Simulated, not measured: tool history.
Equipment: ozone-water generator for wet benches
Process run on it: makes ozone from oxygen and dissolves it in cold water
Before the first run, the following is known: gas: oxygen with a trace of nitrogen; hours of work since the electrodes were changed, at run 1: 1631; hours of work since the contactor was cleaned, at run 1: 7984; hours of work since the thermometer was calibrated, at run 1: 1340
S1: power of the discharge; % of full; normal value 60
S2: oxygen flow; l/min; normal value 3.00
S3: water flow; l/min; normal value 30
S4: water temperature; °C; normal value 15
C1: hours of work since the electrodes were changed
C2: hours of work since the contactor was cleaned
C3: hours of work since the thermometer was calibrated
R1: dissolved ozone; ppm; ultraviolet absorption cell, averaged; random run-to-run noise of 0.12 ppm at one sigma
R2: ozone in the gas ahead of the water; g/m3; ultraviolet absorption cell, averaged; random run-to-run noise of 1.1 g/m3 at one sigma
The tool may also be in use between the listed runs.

run 1 hour=0.0 | S1=60 S2=3.00 S3=30 S4=15 | C1=1631 C2=7984 C3=1340 | R1=10.5 R2=186.1
run 2 hour=23.7 | S1=60 S2=1.62 S3=30 S4=15 | C1=1650 C2=8003 C3=1359 | R1=8.9 R2=265.8
run 3 hour=51.3 | S1=60 S2=1.62 S3=30 S4=15 | C1=1672 C2=8024 C3=1381 | R1=8.9 R2=269.9
run 4 hour=81.0 | S1=60 S2=1.62 S3=30 S4=15 | C1=1695 C2=8048 C3=1404 | R1=8.9 R2=267.7
run 5 hour=130.9 | S1=60 S2=1.62 S3=30 S4=15 | C1=1735 C2=8088 C3=1444 | R1=9.0 R2=270.0
run 6 hour=173.3 | S1=60 S2=1.62 S3=30 S4=15 | C1=1768 C2=8121 C3=1478 | R1=8.7 R2=267.5
run 7 hour=211.0 | S1=60 S2=3.00 S3=41 S4=15 | C1=1798 C2=8151 C3=1507 | R1=7.6 R2=185.2
run 8 hour=250.9 | S1=60 S2=3.00 S3=41 S4=15 | C1=1830 C2=8183 C3=1539 | R1=7.7 R2=187.8
run 9 hour=301.3 | S1=60 S2=3.00 S3=41 S4=11 | C1=1870 C2=8223 C3=1579 | R1=7.7 R2=185.8
run 10 hour=336.0 | S1=60 S2=3.00 S3=30 S4=23 | C1=1898 C2=8251 C3=1607 | R1=9.8 R2=188.3
-- hour=352.5 contactor cleaned
run 11 hour=378.5 | S1=60 S2=3.00 S3=30 S4=23 | C1=1928 C2=21 C3=1637 | R1=9.2 R2=187.5
run 12 hour=414.4 | S1=60 S2=3.00 S3=30 S4=15 | C1=1957 C2=49 C3=1666 | R1=9.7 R2=187.6
-- hour=443.7 contactor cleaned, once more
run 13 hour=458.7 | S1=60 S2=3.18 S3=30 S4=15 | C1=1989 C2=12 C3=1698 | R1=11.1 R2=181.4
run 14 hour=509.5 | S1=60 S2=3.18 S3=30 S4=15 | C1=2029 C2=52 C3=1738 | R1=11.2 R2=181.2
run 15 hour=550.8 | S1=60 S2=3.00 S3=21 S4=15 | C1=2062 C2=85 C3=1771 | R1=14.9 R2=186.3
run 16 hour=582.2 | S1=60 S2=3.00 S3=21 S4=15 | C1=2087 C2=110 C3=1796 | R1=14.9 R2=186.5
run 17 hour=622.0 | S1=60 S2=3.00 S3=21 S4=15 | C1=2119 C2=142 C3=1828 | R1=15.3 R2=184.9
run 18 hour=666.3 | S1=88 S2=3.61 S3=31 S4=19 | C1=2154 C2=177 C3=1863 | R1=13.6 R2=213.2
run 19 hour=698.2 | S1=88 S2=3.61 S3=31 S4=19 | C1=2179 C2=202 C3=1888 | R1=13.4 R2=209.1
run 20 hour=742.4 | S1=88 S2=1.53 S3=38 S4=19 | C1=2214 C2=237 C3=1924 | R1=9.0 R2=346.4
run 21 hour=763.2 | S1=50 S2=4.55 S3=44 S4=15 | C1=2231 C2=254 C3=1940 | R1=7.3 R2=131.6
run 22 hour=809.8 | S1=60 S2=3.00 S3=30 S4=11 | C1=2268 C2=291 C3=1977 | R1=11.2 R2=185.0
run 23 hour=848.4 | S1=60 S2=5.29 S3=19 S4=15 | C1=2299 C2=322 C3=2008 | R1=16.5 R2=133.4
run 24 hour=873.9 | S1=60 S2=5.29 S3=19 S4=15 | C1=2319 C2=342 C3=2028 | R1=16.7 R2=133.8

For run 25, what comes out?
run 25 hour=911.1 | S1=76 S2=2.00 S3=30 S4=15 | C1=2349 C2=372 C3=2058 | R1=? R2=?

{"run 25": {"R1": 11.3, "R2": 270.2}}
With no hidden state in the tool, this same run would have given R1 11.8 ppm, R2 280.5 g/m3.

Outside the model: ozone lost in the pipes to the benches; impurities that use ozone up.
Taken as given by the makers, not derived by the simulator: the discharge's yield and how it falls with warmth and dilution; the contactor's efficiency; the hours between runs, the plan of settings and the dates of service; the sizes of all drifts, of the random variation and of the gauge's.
